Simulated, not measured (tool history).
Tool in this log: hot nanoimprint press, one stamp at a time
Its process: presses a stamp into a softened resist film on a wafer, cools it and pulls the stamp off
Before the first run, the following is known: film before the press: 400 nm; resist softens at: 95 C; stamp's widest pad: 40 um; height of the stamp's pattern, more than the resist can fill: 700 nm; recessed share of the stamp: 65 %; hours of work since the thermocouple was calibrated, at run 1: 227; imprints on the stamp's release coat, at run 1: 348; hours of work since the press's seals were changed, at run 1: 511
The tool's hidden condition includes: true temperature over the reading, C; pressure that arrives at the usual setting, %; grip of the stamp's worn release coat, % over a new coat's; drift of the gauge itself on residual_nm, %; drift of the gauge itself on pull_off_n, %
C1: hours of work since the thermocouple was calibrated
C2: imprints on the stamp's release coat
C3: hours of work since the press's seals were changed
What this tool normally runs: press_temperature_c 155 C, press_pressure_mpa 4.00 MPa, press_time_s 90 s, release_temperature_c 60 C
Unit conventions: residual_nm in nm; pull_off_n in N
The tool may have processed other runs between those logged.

Run 1, hour 0.0: usual settings; C1 227; C2 348; C3 511. Result: residual_nm 201.7 nm, pull_off_n 104 N.
Run 2, hour 37.9: usual settings; C1 246; C2 483; C3 529. Result: residual_nm 201.2 nm, pull_off_n 107 N.
At hour 91.0: stamp cleaned and given a new release coat.
Run 3, hour 104.0: usual settings; C1 275; C2 47; C3 559. Result: residual_nm 202.5 nm, pull_off_n 107 N.
At hour 140.8: plate thermocouple calibrated.
Run 4, hour 184.2: usual settings; C1 21; C2 322; C3 597. Result: residual_nm 202.2 nm, pull_off_n 106 N.
At hour 229.4: press's hydraulic seals changed and the load cell set to zero.
Run 5, hour 265.2: usual settings but press_temperature_c 145 C; C1 57; C2 582; C3 18. Result: residual_nm 314.6 nm, pull_off_n 106 N.
At hour 289.8: stamp cleaned and given a new release coat.
Run 6, hour 317.9: usual settings but press_temperature_c 145 C; C1 80; C2 100; C3 41. Result: residual_nm 313.2 nm, pull_off_n 108 N.
Run 7, hour 393.8: usual settings but press_pressure_mpa 2.87 MPa, press_time_s 108 s, release_temperature_c 48 C; C1 118; C2 371; C3 78. Result: residual_nm 226.9 nm, pull_off_n 142 N.
Run 8, hour 462.8: usual settings but press_pressure_mpa 2.63 MPa, press_time_s 177 s, release_temperature_c 50 C; C1 152; C2 617; C3 112. Result: residual_nm 205.1 nm, pull_off_n 133 N.
At hour 483.2: stamp cleaned and given a new release coat.
Run 9, hour 547.6: usual settings but press_pressure_mpa 4.43 MPa, release_temperature_c 46 C; C1 191; C2 230; C3 151. Result: residual_nm 190.4 nm, pull_off_n 145 N.
Run 10, hour 625.4: usual settings but press_temperature_c 153 C, press_pressure_mpa 3.47 MPa, press_time_s 62 s, release_temperature_c 66 C; C1 229; C2 508; C3 189. Result: residual_nm 261.3 nm, pull_off_n 90 N.
At hour 673.9: stamp cleaned and given a new release coat.
Run 11, hour 685.4: usual settings but press_temperature_c 164 C, press_pressure_mpa 3.47 MPa, press_time_s 62 s, release_temperature_c 66 C; C1 256; C2 41; C3 216. Result: residual_nm 157.9 nm, pull_off_n 87 N.
Run 12, hour 742.7: usual settings but press_temperature_c 164 C, press_pressure_mpa 3.47 MPa, press_time_s 62 s, release_temperature_c 66 C; C1 284; C2 246; C3 244. Result: residual_nm 157.4 nm, pull_off_n 88 N.

4 ways to go on from here, each from the tool as it stands after run 12. What would each give?
At hour 762.1: plate thermocouple calibrated.
Run A, hour 783.7: usual settings but press_temperature_c 161 C, press_pressure_mpa 3.99 MPa, press_time_s 62 s, release_temperature_c 57 C; C1 11; C2 381; C3 263. Result: residual_nm ?, pull_off_n ?.
At hour 762.1: plate thermocouple calibrated.
Run B, hour 783.7: usual settings but press_temperature_c 146 C, press_pressure_mpa 3.47 MPa, press_time_s 146 s, release_temperature_c 46 C; C1 11; C2 381; C3 263. Result: residual_nm ?, pull_off_n ?.
At hour 762.1: plate thermocouple calibrated.
Run C, hour 783.7: usual settings but press_temperature_c 164 C, press_pressure_mpa 3.59 MPa, press_time_s 88 s, release_temperature_c 66 C; C1 11; C2 381; C3 263. Result: residual_nm ?, pull_off_n ?.
At hour 762.1: plate thermocouple calibrated.
Run D, hour 783.7: usual settings but press_pressure_mpa 3.19 MPa, press_time_s 79 s, release_temperature_c 55 C; C1 11; C2 381; C3 263. Result: residual_nm ?, pull_off_n ?.

run  residual_nm  pull_off_n
  A        167.8         112
  B        288.8         149
  C        137.0          89
  D        235.2         120
Without the tool's unlogged condition, the same runs would have read:
run  residual_nm  pull_off_n
  A        168.5         112
  B        290.0         149
  C        137.6          89
  D        236.2         120
